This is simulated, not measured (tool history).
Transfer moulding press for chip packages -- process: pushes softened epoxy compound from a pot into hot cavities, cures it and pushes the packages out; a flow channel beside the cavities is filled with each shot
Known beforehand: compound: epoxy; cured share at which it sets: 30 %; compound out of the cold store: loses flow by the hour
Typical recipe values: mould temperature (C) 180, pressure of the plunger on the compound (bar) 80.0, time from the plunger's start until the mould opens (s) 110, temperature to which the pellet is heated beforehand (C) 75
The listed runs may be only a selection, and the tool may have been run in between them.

run,hour,mould temperature (C),pressure of the plunger on the compound (bar),time from the plunger's start until the mould opens (s),temperature to which the pellet is heated beforehand (C),incoming compound's hours out of the cold store,length that the compound runs in the flow channel (mm),greatest force on the pins that push the packages out (N)
1,0.0,180,80.0,110,75,19.3,727,268
# hour 57.8: cavities cleaned with cleaning compound and waxed
2,79.5,180,80.0,110,75,43.7,642,251
3,129.4,180,80.0,125,75,18.2,728,214
# hour 137.5: cavities cleaned with cleaning compound and waxed
4,211.3,180,80.0,125,75,19.5,732,219
# hour 218.9: cavities cleaned with cleaning compound and waxed
# hour 252.0: plunger's sealing rings changed
5,252.0,180,80.0,110,78,26.7,695,261
# hour 299.1: cavities cleaned with cleaning compound and waxed
6,316.8,173,80.0,110,75,24.6,713,417
# hour 328.9: mould's thermocouples calibrated
# hour 378.5: cavities cleaned with cleaning compound and waxed
7,387.4,173,80.0,110,75,9.8,776,459
8,430.9,173,80.0,110,75,46.2,650,404
# hour 462.9: cavities cleaned with cleaning compound and waxed
9,475.1,173,80.0,120,75,32.1,686,334
# hour 544.4: cavities cleaned with cleaning compound and waxed
10,545.0,180,80.0,110,70,25.5,705,268
11,618.8,180,80.0,110,70,9.9,765,276
# hour 625.7: plunger's sealing rings changed
# hour 627.2: cavities cleaned with cleaning compound and waxed
12,672.5,180,80.0,110,70,47.5,628,245
# hour 705.4: cavities cleaned with cleaning compound and waxed
13,758.2,180,80.0,110,75,17.7,734,266
# hour 785.5: cavities cleaned with cleaning compound and waxed
14,848.0,174,76.9,110,75,12.1,753,430
# hour 865.7: cavities cleaned with cleaning compound and waxed
15,903.4,181,80.0,110,75,35.9,662,236
# hour 943.6: cavities cleaned with cleaning compound and waxed
16,951.3,181,80.0,110,75,39.7,643,242
# hour 1001.6: plunger's sealing rings changed
# hour 1024.4: cavities cleaned with cleaning compound and waxed
17,1024.5,176,64.5,118,65,14.7,669,302
18,1092.3,176,64.5,136,71,13.4,679,229
# hour 1101.9: cavities cleaned with cleaning compound and waxed
19,1140.7,184,80.4,136,77,14.1,743,180
# hour 1179.8: cavities cleaned with cleaning compound and waxed
20,1226.9,184,80.4,136,77,30.6,675,188
# hour 1256.8: cavities cleaned with cleaning compound and waxed
21,1299.0,184,80.4,136,77,43.5,638,183
# hour 1335.7: cavities cleaned with cleaning compound and waxed
22,1370.0,184,80.4,136,77,19.5,716,185
# hour 1378.5: mould's thermocouples calibrated
# hour 1381.0: plunger's sealing rings changed
# hour 1423.4: cavities cleaned with cleaning compound and waxed
23,1462.6,184,80.4,145,77,15.4,724,169
# hour 1501.9: cavities cleaned with cleaning compound and waxed
24,1531.3,184,80.4,145,77,38.7,645,176
25,1569.5,175,80.0,94,70,39.7,655,527

What if the next run were any one of these 3? Each begins from the tool's condition after run 25:
# hour 1581.0: cavities cleaned with cleaning compound and waxed
A,1610.2,179,95.3,148,70,9.9,?,?
# hour 1581.0: cavities cleaned with cleaning compound and waxed
B,1610.2,175,86.6,110,85,17.6,?,?
# hour 1581.0: cavities cleaned with cleaning compound and waxed
C,1610.2,175,67.5,138,70,34.5,?,?

run,length that the compound runs in the flow channel (mm),greatest force on the pins that push the packages out (N)
A,831,189
B,774,372
C,618,229
With no hidden state in the tool, these same runs would have given:
run,length that the compound runs in the flow channel (mm),greatest force on the pins that push the packages out (N)
A,832,187
B,774,368
C,618,227
